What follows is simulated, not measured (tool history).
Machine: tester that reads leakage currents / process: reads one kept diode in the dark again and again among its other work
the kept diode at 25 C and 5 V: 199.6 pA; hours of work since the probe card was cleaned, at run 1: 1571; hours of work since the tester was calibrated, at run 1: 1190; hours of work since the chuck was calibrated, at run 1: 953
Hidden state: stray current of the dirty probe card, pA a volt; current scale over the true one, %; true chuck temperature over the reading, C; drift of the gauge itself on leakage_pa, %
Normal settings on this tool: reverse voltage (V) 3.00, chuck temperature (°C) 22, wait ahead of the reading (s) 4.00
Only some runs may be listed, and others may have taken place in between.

| run | hour | reverse voltage (V) | chuck temperature (°C) | wait ahead of the reading (s) | hours of work since the probe card was cleaned | hours of work since the tester was calibrated | hours of work since the chuck was calibrated | current that the tester gives (pA) |
|---|---|---|---|---|---|---|---|---|
| 1 | 0.0 | 3.00 | 22 | 4.00 | 1571 | 1190 | 953 | 148.21 |
| 2 | 68.8 | 3.00 | 22 | 0.39 | 1622 | 1242 | 1004 | 149.94 |
| 3 | 100.1 | 3.00 | 22 | 0.39 | 1645 | 1265 | 1027 | 149.64 |
| 4 | 160.6 | 3.00 | 44 | 0.39 | 1690 | 1310 | 1072 | 817.81 |
| 5 | 236.1 | 3.00 | 44 | 0.39 | 1747 | 1366 | 1129 | 823.20 |
| 6 | 299.9 | 3.00 | 44 | 0.39 | 1794 | 1414 | 1176 | 828.60 |
|  | 320.8 | probe card cleaned and baked |
| 7 | 360.3 | 3.00 | 37 | 4.00 | 29 | 1457 | 1219 | 497.65 |
| 8 | 394.0 | 3.00 | 37 | 4.00 | 55 | 1482 | 1244 | 494.90 |
| 9 | 432.0 | 3.00 | 22 | 4.00 | 83 | 1510 | 1272 | 153.53 |
| 10 | 467.3 | 5.66 | 22 | 4.00 | 109 | 1537 | 1299 | 194.85 |
| 11 | 514.3 | 13.25 | 22 | 4.00 | 144 | 1572 | 1334 | 268.09 |
|  | 531.3 | probe card cleaned and baked, once more |
| 12 | 557.0 | 13.25 | 22 | 4.00 | 19 | 1601 | 1363 | 243.39 |
| 13 | 596.8 | 13.25 | 22 | 0.55 | 49 | 1631 | 1393 | 246.38 |
| 14 | 635.6 | 13.25 | 22 | 0.55 | 78 | 1660 | 1422 | 247.31 |
| 15 | 710.8 | 11.69 | 22 | 0.55 | 134 | 1716 | 1478 | 238.47 |
| 16 | 783.1 | 3.00 | 22 | 8.38 | 188 | 1770 | 1532 | 152.72 |
| 17 | 846.6 | 3.00 | 22 | 8.38 | 235 | 1817 | 1579 | 152.32 |
| 18 | 901.2 | 3.00 | 22 | 8.38 | 276 | 1858 | 1620 | 154.11 |
| 19 | 965.2 | 3.00 | 22 | 8.38 | 323 | 1905 | 1668 | 154.41 |
| 20 | 1005.1 | 3.00 | 22 | 8.38 | 353 | 1935 | 1697 | 154.54 |
| 21 | 1058.5 | 5.27 | 22 | 4.00 | 393 | 1975 | 1737 | 187.26 |
| 22 | 1097.5 | 1.20 | 22 | 2.95 | 422 | 2004 | 1766 | 115.59 |
| 23 | 1135.6 | 1.20 | 22 | 2.95 | 450 | 2032 | 1795 | 115.33 |
| 24 | 1211.0 | 1.67 | 29 | 4.00 | 507 | 2089 | 1851 | 229.72 |
| 25 | 1277.7 | 1.67 | 29 | 4.00 | 556 | 2138 | 1901 | 230.46 |
|  | 1340.1 | tester calibrated |
| 26 | 1342.5 | 1.67 | 29 | 4.00 | 603 | 2 | 1948 | 225.82 |
| 27 | 1390.9 | 1.67 | 29 | 4.00 | 639 | 38 | 1984 | 226.94 |
| 28 | 1458.0 | 16.11 | 22 | 0.98 | 689 | 88 | 2034 | 280.28 |
| 29 | 1495.9 | 1.91 | 22 | 0.98 | 718 | 116 | 2062 | 135.43 |
| 30 | 1531.2 | 3.00 | 35 | 2.89 | 744 | 142 | 2088 | 444.55 |
| 31 | 1608.2 | 3.00 | 35 | 2.89 | 801 | 200 | 2146 | 446.23 |
| 32 | 1655.6 | 2.53 | 22 | 0.46 | 837 | 235 | 2181 | 150.84 |
| 33 | 1718.1 | 1.31 | 22 | 0.67 | 883 | 282 | 2227 | 121.50 |
| 34 | 1761.5 | 1.31 | 22 | 0.67 | 916 | 314 | 2260 | 121.37 |
| 35 | 1814.4 | 1.09 | 30 | 0.40 | 955 | 354 | 2299 | 219.16 |
| 36 | 1883.9 | 10.54 | 31 | 4.18 | 1007 | 405 | 2351 | 506.37 |
| 37 | 1929.6 | 10.54 | 31 | 4.18 | 1041 | 439 | 2385 | 511.60 |

Measured result minus the same run's result without the hidden state. Both carry the same run-to-run variation, though not necessarily the same gauge scatter:
| run | current that the tester gives (pA) |
|---|---|
| 1 | +17.16 |
| 2 | +18.03 |
| 3 | +18.29 |
| 4 | +76.18 |
| 5 | +79.80 |
| 6 | +83.31 |
| 7 | +55.94 |
| 8 | +56.57 |
| 9 | +22.82 |
| 10 | +32.72 |
| 11 | +55.43 |
| 12 | +29.73 |
| 13 | +30.77 |
| 14 | +31.77 |
| 15 | +32.05 |
| 16 | +20.92 |
| 17 | +21.57 |
| 18 | +22.42 |
| 19 | +23.12 |
| 20 | +23.54 |
| 21 | +29.66 |
| 22 | +17.96 |
| 23 | +18.23 |
| 24 | +35.84 |
| 25 | +36.84 |
| 26 | +32.44 |
| 27 | +33.26 |
| 28 | +50.92 |
| 29 | +21.95 |
| 30 | +66.11 |
| 31 | +68.37 |
| 32 | +26.21 |
| 33 | +21.14 |
| 34 | +21.44 |
| 35 | +36.84 |
| 36 | +92.45 |
| 37 | +94.81 |
